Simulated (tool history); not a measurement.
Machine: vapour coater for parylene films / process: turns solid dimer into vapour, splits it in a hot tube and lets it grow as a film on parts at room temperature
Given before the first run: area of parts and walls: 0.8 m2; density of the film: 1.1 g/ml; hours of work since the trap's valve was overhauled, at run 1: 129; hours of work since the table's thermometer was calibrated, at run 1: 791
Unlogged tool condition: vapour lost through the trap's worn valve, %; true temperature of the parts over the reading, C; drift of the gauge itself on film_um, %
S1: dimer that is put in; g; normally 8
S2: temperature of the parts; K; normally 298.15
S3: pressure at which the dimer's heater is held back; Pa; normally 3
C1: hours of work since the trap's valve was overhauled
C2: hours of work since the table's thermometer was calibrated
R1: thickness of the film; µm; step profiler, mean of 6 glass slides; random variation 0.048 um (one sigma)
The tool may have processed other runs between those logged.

Run 1, day 0: usual settings; C1 129; C2 791. Result: R1 5.43 µm.
Run 2, day 1.25: usual settings; C1 147; C2 810. Result: R1 5.49 µm.
Run 3, day 2.258: usual settings; C1 162; C2 824. Result: R1 5.43 µm.
Run 4, day 3.471: usual settings; C1 180; C2 842. Result: R1 5.47 µm.
Run 5, day 4.592: usual settings but S3 3.38 Pa; C1 196; C2 858. Result: R1 5.2 µm.
Run 6, day 5.625: usual settings but S3 3.38 Pa; C1 211; C2 873. Result: R1 5.23 µm.
Run 7, day 7.079: usual settings but S3 3.69 Pa; C1 233; C2 895. Result: R1 5.13 µm.
Run 8, day 8.346: usual settings but S3 3.69 Pa; C1 251; C2 913. Result: R1 5.08 µm.
Run 9, day 9.004: usual settings but S3 5.6 Pa; C1 261; C2 923. Result: R1 4.6 µm.
Run 10, day 10.475: usual settings but S3 5.6 Pa; C1 282; C2 944. Result: R1 4.57 µm.
Run 11, day 11.567: usual settings; C1 298; C2 960. Result: R1 5.33 µm.
Run 12, day 12.258: usual settings; C1 308; C2 970. Result: R1 5.31 µm.
Run 13, day 13.021: usual settings; C1 319; C2 982. Result: R1 5.32 µm.
Run 14, day 13.829: usual settings; C1 331; C2 993. Result: R1 5.26 µm.
Run 15, day 14.808: usual settings; C1 346; C2 1008. Result: R1 5.27 µm.
Run 16, day 15.567: usual settings but S1 5 g; C1 357; C2 1019. Result: R1 3.33 µm.
Run 17, day 16.196: usual settings but S1 5 g; C1 366; C2 1028. Result: R1 3.29 µm.
Run 18, day 17.638: usual settings; C1 387; C2 1049. Result: R1 5.24 µm.
Run 19, day 18.896: usual settings; C1 405; C2 1067. Result: R1 5.24 µm.
Run 20, day 19.55: usual settings; C1 415; C2 1077. Result: R1 5.21 µm.
Run 21, day 20.896: usual settings; C1 435; C2 1097. Result: R1 5.23 µm.
Run 22, day 21.608: usual settings; C1 445; C2 1107. Result: R1 5.18 µm.
Run 23, day 22.996: usual settings; C1 465; C2 1127. Result: R1 5.25 µm.
Run 24, day 24.354: usual settings but S1 5 g, S2 299.15 K, S3 6.16 Pa; C1 485; C2 1147. Result: R1 2.58 µm.
Run 25, day 24.971: usual settings but S1 5 g, S2 299.15 K, S3 3.33 Pa; C1 494; C2 1156. Result: R1 3.06 µm.
Run 26, day 25.775: usual settings but S1 5 g, S2 301.15 K, S3 2.15 Pa; C1 506; C2 1168. Result: R1 3.1 µm.
At day 26.079: trap's valve overhauled.
Run 27, day 27.217: usual settings but S1 5 g, S2 301.15 K, S3 2.15 Pa; C1 17; C2 1187. Result: R1 3.04 µm.
Run 28, day 27.833: usual settings but S1 7 g, S3 3.75 Pa; C1 26; C2 1196. Result: R1 4.2 µm.
Run 29, day 28.629: usual settings but S1 3 g, S3 3.75 Pa; C1 37; C2 1207. Result: R1 1.81 µm.
Run 30, day 29.267: usual settings but S2 300.15 K, S3 3.83 Pa; C1 47; C2 1217. Result: R1 4.3 µm.
Run 31, day 30.192: usual settings but S2 300.15 K, S3 3.83 Pa; C1 60; C2 1230. Result: R1 4.35 µm.
Run 32, day 31.483: usual settings but S2 300.15 K, S3 3.83 Pa; C1 79; C2 1249. Result: R1 4.37 µm.
Run 33, day 32.921: usual settings but S2 300.15 K, S3 3.83 Pa; C1 100; C2 1270. Result: R1 4.28 µm.
At day 33.954: trap's valve overhauled, once more.
Run 34, day 34.296: usual settings but S1 12 g, S2 309.15 K, S3 4.27 Pa; C1 5; C2 1288. Result: R1 4.61 µm.
Run 35, day 35.079: usual settings but S1 12 g, S2 309.15 K, S3 4.27 Pa; C1 16; C2 1299. Result: R1 4.69 µm.
Run 36, day 36.35: usual settings but S1 12 g, S2 309.15 K, S3 4.27 Pa; C1 35; C2 1318. Result: R1 4.66 µm.
Run 37, day 37.483: usual settings but S1 5 g; C1 52; C2 1334. Result: R1 3.47 µm.
Run 38, day 38.488: usual settings but S1 7 g; C1 66; C2 1349. Result: R1 4.93 µm.
Run 39, day 39.35: usual settings but S1 7 g, S2 295.15 K, S3 4.29 Pa; C1 79; C2 1362. Result: R1 5.15 µm.
Run 40, day 40.221: usual settings but S1 6 g, S2 303.15 K, S3 3.25 Pa; C1 92; C2 1374. Result: R1 3.26 µm.
Run 41, day 40.904: usual settings but S2 296.15 K, S3 3.16 Pa; C1 102; C2 1384. Result: R1 6.09 µm.
Run 42, day 41.554: usual settings but S1 5 g, S2 309.15 K; C1 111; C2 1394. Result: R1 2.06 µm.
Run 43, day 42.962: usual settings but S1 5 g, S2 309.15 K; C1 132; C2 1415. Result: R1 2.06 µm.
Run 44, day 44.058: usual settings but S1 5 g, S2 309.15 K; C1 148; C2 1430. Result: R1 2.12 µm.
Run 45, day 45.212: usual settings but S1 5 g, S2 309.15 K; C1 165; C2 1447. Result: R1 2.09 µm.
Run 46, day 45.938: usual settings but S1 5 g, S2 294.15 K, S3 4.4 Pa; C1 175; C2 1458. Result: R1 3.75 µm.

5 options for the next run, each taken on its own from the tool as it stands now. Forecast them:
Run A, day 46.667: usual settings but S1 6 g, S2 295.15 K, S3 4.4 Pa; C1 186; C2 1469. Result: R1 ?.
Run B, day 46.667: usual settings but S1 6 g, S2 305.15 K, S3 2.97 Pa; C1 186; C2 1469. Result: R1 ?.
Run C, day 46.667: usual settings but S1 4 g, S2 297.15 K, S3 4.4 Pa; C1 186; C2 1469. Result: R1 ?.
Run D, day 46.667: usual settings but S2 291.15 K; C1 186; C2 1469. Result: R1 ?.
Run E, day 46.667: usual settings but S2 296.15 K, S3 4.89 Pa; C1 186; C2 1469. Result: R1 ?.

run    R1
  A  4.25
  B  2.98
  C  2.67
  D   7.6
  E  5.27
Without the tool's unlogged condition, the same runs would have read:
run    R1
  A   4.2
  B  2.95
  C  2.64
  D  7.52
  E  5.22

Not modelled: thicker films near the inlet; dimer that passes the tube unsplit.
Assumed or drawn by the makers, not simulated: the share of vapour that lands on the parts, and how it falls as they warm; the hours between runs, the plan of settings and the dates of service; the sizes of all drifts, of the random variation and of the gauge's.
